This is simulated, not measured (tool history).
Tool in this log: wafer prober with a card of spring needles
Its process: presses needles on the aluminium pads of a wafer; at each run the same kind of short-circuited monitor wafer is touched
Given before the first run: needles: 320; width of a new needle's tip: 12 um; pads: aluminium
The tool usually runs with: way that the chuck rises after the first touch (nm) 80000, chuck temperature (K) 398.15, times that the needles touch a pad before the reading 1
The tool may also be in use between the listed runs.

run,hour,way that the chuck rises after the first touch (nm),chuck temperature (K),times that the needles touch a pad before the reading,resistance of one needle with its contact and lead (mohm),way that a needle slides on the pad (nm)
1,0.0,80000,398.15,1,130,20160
# hour 11.1: tips cleaned on abrasive film
# hour 16.1: height of the first contact set anew
# hour 23.8: tips cleaned on abrasive film
2,25.1,80000,398.15,1,130,20220
# hour 37.4: tips cleaned on abrasive film
# hour 50.2: tips cleaned on abrasive film
3,51.6,80000,398.15,1,127,20130
# hour 62.8: tips cleaned on abrasive film
# hour 77.0: tips cleaned on abrasive film
4,85.2,80000,398.15,1,129,20110
# hour 89.8: tips cleaned on abrasive film
# hour 103.5: tips cleaned on abrasive film
# hour 116.0: tips cleaned on abrasive film
5,118.1,80000,398.15,1,130,20010
# hour 128.4: tips cleaned on abrasive film
# hour 142.1: tips cleaned on abrasive film
6,151.9,80000,398.15,1,131,20050
# hour 154.6: tips cleaned on abrasive film
# hour 168.6: tips cleaned on abrasive film
# hour 181.2: tips cleaned on abrasive film
7,188.2,80000,398.15,2,129,20160
# hour 193.9: tips cleaned on abrasive film
# hour 205.5: tips cleaned on abrasive film
8,216.5,80000,299.15,1,116,20140
# hour 219.5: tips cleaned on abrasive film
# hour 233.1: tips cleaned on abrasive film
# hour 245.4: tips cleaned on abrasive film
9,256.7,80000,299.15,1,116,20060
# hour 259.7: tips cleaned on abrasive film
# hour 273.4: tips cleaned on abrasive film
# hour 286.2: tips cleaned on abrasive film
10,292.1,80000,398.15,1,131,20100
# hour 300.6: tips cleaned on abrasive film
11,312.0,80000,398.15,1,130,20060
# hour 315.0: tips cleaned on abrasive film
# hour 325.9: height of the first contact set anew
# hour 328.9: tips cleaned on abrasive film
# hour 342.5: tips cleaned on abrasive film
12,346.8,80000,303.15,1,117,20030
# hour 354.4: tips cleaned on abrasive film
13,365.8,80000,303.15,1,118,19850
# hour 368.8: tips cleaned on abrasive film
# hour 381.4: tips cleaned on abrasive film
# hour 393.2: tips cleaned on abrasive film
14,403.4,80000,303.15,1,117,19860
# hour 406.3: tips cleaned on abrasive film
# hour 419.3: tips cleaned on abrasive film
15,428.1,80000,303.15,1,116,19950
# hour 433.4: tips cleaned on abrasive film
# hour 446.5: tips cleaned on abrasive film
16,456.3,80000,303.15,1,118,19960
# hour 459.1: tips cleaned on abrasive film
# hour 473.6: tips cleaned on abrasive film
# hour 488.0: tips cleaned on abrasive film
17,492.5,77000,299.15,2,115,19170
# hour 499.9: tips cleaned on abrasive film
# hour 513.0: tips cleaned on abrasive film
# hour 526.5: tips cleaned on abrasive film
18,528.2,77000,299.15,2,118,19170
# hour 538.5: tips cleaned on abrasive film
# hour 550.5: tips cleaned on abrasive film
# hour 563.3: tips cleaned on abrasive film
19,563.5,69000,352.15,2,127,17210
# hour 576.9: tips cleaned on abrasive film
# hour 589.6: tips cleaned on abrasive film
# hour 603.2: tips cleaned on abrasive film
20,604.3,69000,352.15,2,123,17210
# hour 615.7: tips cleaned on abrasive film
21,625.2,80000,301.15,2,115,19740
# hour 627.9: tips cleaned on abrasive film
# hour 635.9: height of the first contact set anew
# hour 642.5: tips cleaned on abrasive film
22,651.2,80000,301.15,1,115,19830
# hour 654.1: tips cleaned on abrasive film
# hour 667.0: tips cleaned on abrasive film
23,671.9,85000,317.15,1,120,21240
# hour 679.8: tips cleaned on abrasive film
# hour 693.0: tips cleaned on abrasive film
# hour 705.0: tips cleaned on abrasive film
24,708.6,91000,320.15,1,119,22420
# hour 716.6: tips cleaned on abrasive film
# hour 730.0: tips cleaned on abrasive film
# hour 743.0: tips cleaned on abrasive film
25,749.2,99000,357.15,2,123,24500
# hour 756.8: tips cleaned on abrasive film
# hour 769.4: tips cleaned on abrasive film
# hour 781.7: tips cleaned on abrasive film
26,782.2,77000,315.15,2,119,19040
# hour 795.6: tips cleaned on abrasive film
# hour 808.8: tips cleaned on abrasive film
27,817.0,77000,315.15,2,118,18950
# hour 821.0: tips cleaned on abrasive film
# hour 832.9: tips cleaned on abrasive film
# hour 845.8: tips cleaned on abrasive film
28,853.7,67000,324.15,2,120,16470
# hour 859.5: tips cleaned on abrasive film
# hour 871.8: tips cleaned on abrasive film
29,873.6,74000,363.15,1,123,18260

4 ways to go on from here, each from the tool as it stands after run 29. What would each give?
# hour 884.5: tips cleaned on abrasive film
# hour 896.8: tips cleaned on abrasive film
A,906.6,74000,313.15,3,?,?
# hour 884.5: tips cleaned on abrasive film
# hour 896.8: tips cleaned on abrasive film
B,906.6,74000,311.15,2,?,?
# hour 884.5: tips cleaned on abrasive film
# hour 896.8: tips cleaned on abrasive film
C,906.6,80000,319.15,1,?,?
# hour 884.5: tips cleaned on abrasive film
# hour 896.8: tips cleaned on abrasive film
D,906.6,80000,309.15,1,?,?

run,resistance of one needle with its contact and lead (mohm),way that a needle slides on the pad (nm)
A,118,18190
B,117,18140
C,120,19830
D,117,19620
Without the tool's hidden state the same runs would have given:
run,resistance of one needle with its contact and lead (mohm),way that a needle slides on the pad (nm)
A,118,18620
B,116,18580
C,120,20300
D,117,20090
